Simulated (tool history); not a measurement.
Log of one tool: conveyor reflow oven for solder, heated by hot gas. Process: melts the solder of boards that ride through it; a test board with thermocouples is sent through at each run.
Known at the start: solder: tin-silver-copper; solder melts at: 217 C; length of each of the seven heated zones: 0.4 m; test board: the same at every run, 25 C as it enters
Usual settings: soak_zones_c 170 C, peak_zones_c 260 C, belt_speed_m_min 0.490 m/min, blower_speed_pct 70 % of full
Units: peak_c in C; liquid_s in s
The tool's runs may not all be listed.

{"run": 1, "hour": 0.0, "soak_zones_c": 170, "peak_zones_c": 260, "belt_speed_m_min": 0.49, "blower_speed_pct": 70, "peak_c": 246.99, "liquid_s": 67.64}
{"run": 2, "hour": 31.2, "soak_zones_c": 170, "peak_zones_c": 260, "belt_speed_m_min": 0.49, "blower_speed_pct": 70, "peak_c": 247.1, "liquid_s": 67.66}
{"run": 3, "hour": 64.9, "soak_zones_c": 170, "peak_zones_c": 260, "belt_speed_m_min": 0.49, "blower_speed_pct": 70, "peak_c": 246.97, "liquid_s": 67.64}
{"run": 4, "hour": 79.5, "soak_zones_c": 170, "peak_zones_c": 260, "belt_speed_m_min": 0.582, "blower_speed_pct": 70, "peak_c": 241.82, "liquid_s": 49.66}
{"run": 5, "hour": 104.2, "soak_zones_c": 170, "peak_zones_c": 260, "belt_speed_m_min": 0.582, "blower_speed_pct": 70, "peak_c": 241.79, "liquid_s": 49.62}
{"run": 6, "hour": 127.6, "soak_zones_c": 170, "peak_zones_c": 260, "belt_speed_m_min": 0.582, "blower_speed_pct": 70, "peak_c": 241.83, "liquid_s": 49.67}
{"run": 7, "hour": 150.1, "soak_zones_c": 170, "peak_zones_c": 260, "belt_speed_m_min": 0.582, "blower_speed_pct": 70, "peak_c": 241.76, "liquid_s": 49.63}
{"run": 8, "hour": 183.3, "soak_zones_c": 170, "peak_zones_c": 260, "belt_speed_m_min": 0.582, "blower_speed_pct": 70, "peak_c": 241.81, "liquid_s": 49.66}
{"run": 9, "hour": 204.3, "soak_zones_c": 170, "peak_zones_c": 273, "belt_speed_m_min": 0.49, "blower_speed_pct": 70, "peak_c": 258.57, "liquid_s": 77.48}
{"hour": 221.5, "done": "thermocouples of zones 6 and 7 changed"}
{"run": 10, "hour": 231.5, "soak_zones_c": 170, "peak_zones_c": 273, "belt_speed_m_min": 0.49, "blower_speed_pct": 70, "peak_c": 258.62, "liquid_s": 77.42}
{"run": 11, "hour": 255.3, "soak_zones_c": 170, "peak_zones_c": 273, "belt_speed_m_min": 0.49, "blower_speed_pct": 70, "peak_c": 258.57, "liquid_s": 77.2}
{"run": 12, "hour": 272.0, "soak_zones_c": 170, "peak_zones_c": 260, "belt_speed_m_min": 0.49, "blower_speed_pct": 70, "peak_c": 246.95, "liquid_s": 67.57}
{"run": 13, "hour": 295.4, "soak_zones_c": 170, "peak_zones_c": 260, "belt_speed_m_min": 0.49, "blower_speed_pct": 70, "peak_c": 246.93, "liquid_s": 67.44}
{"run": 14, "hour": 309.9, "soak_zones_c": 170, "peak_zones_c": 260, "belt_speed_m_min": 0.49, "blower_speed_pct": 70, "peak_c": 246.94, "liquid_s": 67.61}
{"run": 15, "hour": 330.8, "soak_zones_c": 170, "peak_zones_c": 260, "belt_speed_m_min": 0.49, "blower_speed_pct": 70, "peak_c": 246.89, "liquid_s": 67.44}
{"run": 16, "hour": 345.3, "soak_zones_c": 170, "peak_zones_c": 260, "belt_speed_m_min": 0.49, "blower_speed_pct": 70, "peak_c": 246.95, "liquid_s": 67.73}
{"run": 17, "hour": 372.8, "soak_zones_c": 176, "peak_zones_c": 267, "belt_speed_m_min": 0.462, "blower_speed_pct": 75, "peak_c": 256.3, "liquid_s": 84.01}
{"run": 18, "hour": 393.9, "soak_zones_c": 176, "peak_zones_c": 267, "belt_speed_m_min": 0.462, "blower_speed_pct": 75, "peak_c": 256.21, "liquid_s": 83.97}
{"run": 19, "hour": 417.7, "soak_zones_c": 167, "peak_zones_c": 274, "belt_speed_m_min": 0.49, "blower_speed_pct": 70, "peak_c": 258.94, "liquid_s": 76.51}
{"hour": 440.2, "done": "flux residue cleaned out of gas plates and filters"}
{"run": 20, "hour": 441.4, "soak_zones_c": 167, "peak_zones_c": 266, "belt_speed_m_min": 0.49, "blower_speed_pct": 70, "peak_c": 251.88, "liquid_s": 70.7}
{"run": 21, "hour": 464.1, "soak_zones_c": 167, "peak_zones_c": 266, "belt_speed_m_min": 0.49, "blower_speed_pct": 70, "peak_c": 251.9, "liquid_s": 70.8}
{"run": 22, "hour": 489.7, "soak_zones_c": 167, "peak_zones_c": 258, "belt_speed_m_min": 0.49, "blower_speed_pct": 70, "peak_c": 244.74, "liquid_s": 63.84}
{"run": 23, "hour": 518.5, "soak_zones_c": 167, "peak_zones_c": 258, "belt_speed_m_min": 0.49, "blower_speed_pct": 70, "peak_c": 244.77, "liquid_s": 64.1}
{"run": 24, "hour": 543.1, "soak_zones_c": 157, "peak_zones_c": 255, "belt_speed_m_min": 0.49, "blower_speed_pct": 70, "peak_c": 240.56, "liquid_s": 55.09}
{"run": 25, "hour": 570.4, "soak_zones_c": 170, "peak_zones_c": 265, "belt_speed_m_min": 0.549, "blower_speed_pct": 73, "peak_c": 248.48, "liquid_s": 60.41}
{"run": 26, "hour": 596.6, "soak_zones_c": 170, "peak_zones_c": 260, "belt_speed_m_min": 0.527, "blower_speed_pct": 70, "peak_c": 244.91, "liquid_s": 59.68}
{"run": 27, "hour": 618.0, "soak_zones_c": 165, "peak_zones_c": 260, "belt_speed_m_min": 0.49, "blower_speed_pct": 70, "peak_c": 246.18, "liquid_s": 64.62}
{"run": 28, "hour": 641.5, "soak_zones_c": 165, "peak_zones_c": 260, "belt_speed_m_min": 0.49, "blower_speed_pct": 70, "peak_c": 246.18, "liquid_s": 64.55}

Forecast each of these 3 alternatives for the next run:
{"run": "A", "hour": 660.5, "soak_zones_c": 165, "peak_zones_c": 269, "belt_speed_m_min": 0.49, "blower_speed_pct": 70, "peak_c": "?", "liquid_s": "?"}
{"run": "B", "hour": 660.5, "soak_zones_c": 160, "peak_zones_c": 260, "belt_speed_m_min": 0.522, "blower_speed_pct": 52, "peak_c": "?", "liquid_s": "?"}
{"run": "C", "hour": 660.5, "soak_zones_c": 176, "peak_zones_c": 261, "belt_speed_m_min": 0.49, "blower_speed_pct": 70, "peak_c": "?", "liquid_s": "?"}

run=A peak_c=254.18 liquid_s=72.05
run=B peak_c=239.74 liquid_s=49.07
run=C peak_c=248.78 liquid_s=71.93
Without the tool's hidden state the same runs would have given:
run=A peak_c=254.17 liquid_s=72.02
run=B peak_c=239.74 liquid_s=49.05
run=C peak_c=248.78 liquid_s=71.90
